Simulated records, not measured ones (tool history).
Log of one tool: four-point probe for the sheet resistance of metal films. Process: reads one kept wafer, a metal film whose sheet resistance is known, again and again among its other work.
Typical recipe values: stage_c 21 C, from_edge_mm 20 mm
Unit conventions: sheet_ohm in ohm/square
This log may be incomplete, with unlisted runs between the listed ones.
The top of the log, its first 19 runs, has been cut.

Run 20, hour 431.1: usual settings but stage_c 19 C, from_edge_mm 43 mm. Result: sheet_ohm 0.116283 ohm/square.
Run 21, hour 451.3: usual settings but stage_c 32 C, from_edge_mm 15 mm. Result: sheet_ohm 0.116433 ohm/square.
Run 22, hour 468.3: usual settings but stage_c 32 C, from_edge_mm 14 mm. Result: sheet_ohm 0.116421 ohm/square.
Run 23, hour 487.5: usual settings but stage_c 26 C, from_edge_mm 23 mm. Result: sheet_ohm 0.116324 ohm/square.
Run 24, hour 509.8: usual settings but stage_c 24 C, from_edge_mm 17 mm. Result: sheet_ohm 0.116368 ohm/square.
Run 25, hour 537.2: usual settings but from_edge_mm 13 mm. Result: sheet_ohm 0.116438 ohm/square.
Run 26, hour 555.3: usual settings but stage_c 19 C, from_edge_mm 23 mm. Result: sheet_ohm 0.116349 ohm/square.
Run 27, hour 581.3: usual settings but stage_c 32 C, from_edge_mm 7 mm. Result: sheet_ohm 0.116811 ohm/square.
Run 28, hour 609.2: usual settings but from_edge_mm 25 mm. Result: sheet_ohm 0.116313 ohm/square.
Run 29, hour 624.8: usual settings but stage_c 35 C, from_edge_mm 5 mm. Result: sheet_ohm 0.117346 ohm/square.
Run 30, hour 654.7: usual settings but stage_c 35 C, from_edge_mm 5 mm. Result: sheet_ohm 0.1173 ohm/square.
Run 31, hour 682.4: usual settings but stage_c 32 C. Result: sheet_ohm 0.116382 ohm/square.
Run 32, hour 709.5: usual settings but stage_c 29 C, from_edge_mm 19 mm. Result: sheet_ohm 0.116355 ohm/square.
Run 33, hour 740.1: usual settings but stage_c 34 C, from_edge_mm 16 mm. Result: sheet_ohm 0.116433 ohm/square.
At hour 746.7: new probe head fitted.
Run 34, hour 762.9: usual settings but stage_c 30 C, from_edge_mm 13 mm. Result: sheet_ohm 0.116473 ohm/square.
Run 35, hour 782.5: usual settings but stage_c 23 C, from_edge_mm 29 mm. Result: sheet_ohm 0.116314 ohm/square.
Run 36, hour 809.3: usual settings but stage_c 23 C, from_edge_mm 29 mm. Result: sheet_ohm 0.116344 ohm/square.
Run 37, hour 823.6: usual settings but stage_c 23 C, from_edge_mm 29 mm. Result: sheet_ohm 0.116292 ohm/square.

5 options for the next run, each taken on its own from the tool as it stands now. Forecast them:
Run A, hour 846.6: usual settings but stage_c 34 C, from_edge_mm 38 mm. Result: sheet_ohm ?.
Run B, hour 846.6: usual settings but stage_c 25 C, from_edge_mm 30 mm. Result: sheet_ohm ?.
Run C, hour 846.6: usual settings but from_edge_mm 17 mm. Result: sheet_ohm ?.
Run D, hour 846.6: usual settings but from_edge_mm 44 mm. Result: sheet_ohm ?.
Run E, hour 846.6: usual settings but stage_c 18 C, from_edge_mm 3 mm. Result: sheet_ohm ?.

run  sheet_ohm
  A   0.116334
  B   0.116295
  C   0.116387
  D   0.116309
  E   0.119038
Stripped of hidden state, with their random variation kept, the same runs would have yielded:
run  sheet_ohm
  A   0.116338
  B   0.116298
  C   0.116391
  D   0.116312
  E   0.119041
